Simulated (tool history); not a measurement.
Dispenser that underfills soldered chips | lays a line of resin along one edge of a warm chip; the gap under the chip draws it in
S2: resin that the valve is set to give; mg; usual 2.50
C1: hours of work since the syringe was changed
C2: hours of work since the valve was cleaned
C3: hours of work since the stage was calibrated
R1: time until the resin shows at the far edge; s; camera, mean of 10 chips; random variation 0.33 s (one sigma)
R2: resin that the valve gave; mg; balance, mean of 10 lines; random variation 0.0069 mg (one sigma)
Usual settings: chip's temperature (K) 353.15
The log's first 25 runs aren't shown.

{"run": 26, "hour": 83.2, "chip's temperature (K)": 350.15, "S2": 2.38, "C1": 8, "C2": 19, "C3": 161, "R1": 26.2, "R2": 2.351}
{"hour": 85.1, "done": "new syringe of resin"}
{"run": 27, "hour": 85.5, "chip's temperature (K)": 348.15, "S2": 2.5, "C1": 0, "C2": 21, "C3": 162, "R1": 16.5, "R2": 2.468}
{"run": 28, "hour": 87.5, "chip's temperature (K)": 348.15, "S2": 2.5, "C1": 1, "C2": 22, "C3": 163, "R1": 17.3, "R2": 2.455}
{"run": 29, "hour": 92.0, "chip's temperature (K)": 340.15, "S2": 2.17, "C1": 4, "C2": 25, "C3": 166, "R1": 32.9, "R2": 2.122}
{"run": 30, "hour": 95.8, "chip's temperature (K)": 340.15, "S2": 2.38, "C1": 7, "C2": 27, "C3": 169, "R1": 38.1, "R2": 2.319}
{"run": 31, "hour": 98.2, "chip's temperature (K)": 353.15, "S2": 3.13, "C1": 8, "C2": 28, "C3": 170, "R1": 22.7, "R2": 3.057}
{"hour": 99.9, "done": "new syringe of resin"}
{"run": 32, "hour": 102.7, "chip's temperature (K)": 360.15, "S2": 2.45, "C1": 2, "C2": 31, "C3": 173, "R1": 11.0, "R2": 2.389}
{"run": 33, "hour": 105.5, "chip's temperature (K)": 353.15, "S2": 2.49, "C1": 3, "C2": 33, "C3": 174, "R1": 16.4, "R2": 2.423}
{"run": 34, "hour": 109.5, "chip's temperature (K)": 359.15, "S2": 3.08, "C1": 6, "C2": 35, "C3": 177, "R1": 14.7, "R2": 2.988}
{"run": 35, "hour": 112.1, "chip's temperature (K)": 354.15, "S2": 2.51, "C1": 7, "C2": 37, "C3": 178, "R1": 20.5, "R2": 2.442}
{"hour": 114.6, "done": "new syringe of resin"}
{"run": 36, "hour": 115.7, "chip's temperature (K)": 363.15, "S2": 2.5, "C1": 1, "C2": 39, "C3": 180, "R1": 9.4, "R2": 2.431}

Forecast each of these 3 alternatives for the next run:
{"run": "A", "hour": 117.7, "chip's temperature (K)": 341.15, "S2": 2.22, "C1": 2, "C2": 40, "C3": 182, "R1": "?", "R2": "?"}
{"run": "B", "hour": 117.7, "chip's temperature (K)": 345.15, "S2": 2.43, "C1": 2, "C2": 40, "C3": 182, "R1": "?", "R2": "?"}
{"run": "C", "hour": 117.7, "chip's temperature (K)": 368.15, "S2": 2.5, "C1": 2, "C2": 40, "C3": 182, "R1": "?", "R2": "?"}

run=A R1=26.3 R2=2.145
run=B R1=21.9 R2=2.353
run=C R1=8.1 R2=2.418
Without the tool's hidden state the same runs would have given:
run=A R1=22.1 R2=2.215
run=B R1=18.4 R2=2.429
run=C R1=6.9 R2=2.497
